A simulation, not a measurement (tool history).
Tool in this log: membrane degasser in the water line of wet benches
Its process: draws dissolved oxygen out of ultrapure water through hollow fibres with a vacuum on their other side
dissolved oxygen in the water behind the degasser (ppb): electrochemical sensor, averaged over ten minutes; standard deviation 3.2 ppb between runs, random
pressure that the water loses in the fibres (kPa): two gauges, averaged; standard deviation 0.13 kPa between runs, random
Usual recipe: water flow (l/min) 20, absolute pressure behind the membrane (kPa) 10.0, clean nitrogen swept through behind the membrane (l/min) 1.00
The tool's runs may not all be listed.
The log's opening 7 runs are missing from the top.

run    hour  water flow (l/min)  absolute pressure behind the membrane (kPa)  clean nitrogen swept through behind the membrane (l/min)  dissolved oxygen in the water behind the degasser (ppb)  pressure that the water loses in the fibres (kPa)
  8   709.8                  20                                         16.0                                                      1.00                                                    811.5                                              44.22
  9   801.3                  20                                         10.0                                                      0.50                                                    795.7                                              44.63
      815.5  -- vacuum gauge calibrated
 10   910.4                  20                                         10.0                                                      0.50                                                    804.0                                              44.95
 11   995.0                  20                                         10.0                                                      0.50                                                    804.3                                              44.44
 12  1115.6                  20                                         10.0                                                      0.50                                                    801.3                                              44.73
 13  1253.5                  20                                         10.0                                                      0.50                                                    802.8                                              44.82
 14  1339.7                  20                                         10.0                                                      0.50                                                    798.0                                              44.78
 15  1404.7                  18                                         10.0                                                      0.50                                                    721.7                                              40.20
 16  1508.8                  14                                         10.0                                                      1.00                                                    369.0                                              31.39
     1570.3  -- vacuum gauge calibrated, once more
 17  1653.7                  15                                         10.0                                                      0.72                                                    467.7                                              33.55
 18  1743.1                  14                                         18.5                                                      1.00                                                    609.6                                              31.29
 19  1834.9                  14                                         18.5                                                      1.00                                                    614.3                                              31.69
 20  1968.5                  14                                         17.8                                                      1.00                                                    595.4                                              31.35
 21  2101.0                  15                                         21.6                                                      0.74                                                    924.7                                              33.59
 22  2200.3                  15                                         21.6                                                      0.74                                                    924.2                                              33.84
 23  2296.5                  28                                          8.4                                                      2.27                                                    673.3                                              62.99
 24  2393.8                  20                                          6.1                                                      1.00                                                    432.3                                              44.97
 25  2466.4                  14                                          6.1                                                      0.55                                                    309.7                                              31.43
 26  2550.5                  19                                          6.2                                                      0.62                                                    468.1                                              42.79
 27  2677.9                  19                                          6.2                                                      0.62                                                    467.4                                              42.72
 28  2813.4                  23                                          9.0                                                      2.12                                                    533.7                                              52.05
 29  2953.2                  30                                          9.0                                                      0.94                                                    933.6                                              67.96
 30  3104.3                  20                                         23.1                                                      0.43                                                   1754.0                                              45.48
 31  3209.5                  23                                         23.6                                                      0.44                                                   1964.9                                              51.97

Each row is a separate what-if for the run after 31, all from the same tool condition, not one after another. Results?
  A  3305.6                  23                                         23.6                                                      0.90                                                        ?                                                  ?
  B  3305.6                  14                                         16.9                                                      1.73                                                        ?                                                  ?
  C  3305.6                  20                                         17.4                                                      0.48                                                        ?                                                  ?
  D  3305.6                  20                                          6.1                                                      1.53                                                        ?                                                  ?
  E  3305.6                  22                                         20.0                                                      1.53                                                        ?                                                  ?

run  dissolved oxygen in the water behind the degasser (ppb)  pressure that the water loses in the fibres (kPa)
  A                                                   1343.8                                              52.18
  B                                                    418.1                                              31.80
  C                                                   1312.9                                              45.28
  D                                                    401.7                                              45.12
  E                                                    866.6                                              49.98
The same runs, with their run-to-run variation unchanged, on a tool lacking any hidden condition would have given:
run  dissolved oxygen in the water behind the degasser (ppb)  pressure that the water loses in the fibres (kPa)
  A                                                   1285.7                                              49.87
  B                                                    382.5                                              30.39
  C                                                   1265.0                                              43.27
  D                                                    352.7                                              43.12
  E                                                    810.0                                              47.77

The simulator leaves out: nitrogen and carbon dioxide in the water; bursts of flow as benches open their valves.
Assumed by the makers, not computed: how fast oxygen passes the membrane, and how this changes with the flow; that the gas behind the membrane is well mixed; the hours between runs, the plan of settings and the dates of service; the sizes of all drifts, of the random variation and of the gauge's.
